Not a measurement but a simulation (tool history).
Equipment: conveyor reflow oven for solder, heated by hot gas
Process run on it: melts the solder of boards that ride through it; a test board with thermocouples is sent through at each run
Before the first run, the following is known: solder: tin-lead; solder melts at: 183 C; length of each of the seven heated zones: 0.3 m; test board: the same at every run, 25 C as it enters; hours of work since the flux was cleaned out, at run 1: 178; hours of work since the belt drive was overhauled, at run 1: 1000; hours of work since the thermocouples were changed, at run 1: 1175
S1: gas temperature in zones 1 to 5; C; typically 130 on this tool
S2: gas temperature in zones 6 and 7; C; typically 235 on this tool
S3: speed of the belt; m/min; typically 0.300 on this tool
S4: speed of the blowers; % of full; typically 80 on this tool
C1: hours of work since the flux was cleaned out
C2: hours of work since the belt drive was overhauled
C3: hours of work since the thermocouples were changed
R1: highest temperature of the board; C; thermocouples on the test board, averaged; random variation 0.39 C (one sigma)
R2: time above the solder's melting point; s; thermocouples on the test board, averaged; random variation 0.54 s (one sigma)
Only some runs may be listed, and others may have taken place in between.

| run | hour | S1 | S2 | S3 | S4 | C1 | C2 | C3 | R1 | R2 |
|---|---|---|---|---|---|---|---|---|---|---|
| 1 | 0.0 | 130 | 235 | 0.300 | 80 | 178 | 1000 | 1175 | 223.0 | 94.7 |
| 2 | 25.4 | 130 | 235 | 0.300 | 80 | 197 | 1019 | 1194 | 223.0 | 94.9 |
| 3 | 52.4 | 130 | 235 | 0.300 | 80 | 217 | 1039 | 1214 | 223.6 | 93.8 |
| 4 | 79.0 | 130 | 235 | 0.300 | 80 | 237 | 1059 | 1234 | 223.3 | 93.7 |
| 5 | 102.4 | 130 | 235 | 0.300 | 80 | 255 | 1077 | 1252 | 222.7 | 93.4 |
| 6 | 133.4 | 131 | 249 | 0.300 | 55 | 278 | 1100 | 1275 | 227.7 | 97.9 |
| 7 | 167.1 | 131 | 249 | 0.300 | 55 | 303 | 1125 | 1300 | 228.2 | 98.4 |
| 8 | 188.5 | 131 | 249 | 0.300 | 70 | 319 | 1141 | 1316 | 232.9 | 103.5 |

What will run 9 give?
| 9 | 221.0 | 121 | 250 | 0.322 | 51 | 343 | 1166 | 1340 | ? | ? |

{"run 9": {"R1": 221.8, "R2": 78.8}}
If the tool had no hidden condition, the same run with the same run-to-run variation would have returned R1 220.2 C, R2 76.2 s.

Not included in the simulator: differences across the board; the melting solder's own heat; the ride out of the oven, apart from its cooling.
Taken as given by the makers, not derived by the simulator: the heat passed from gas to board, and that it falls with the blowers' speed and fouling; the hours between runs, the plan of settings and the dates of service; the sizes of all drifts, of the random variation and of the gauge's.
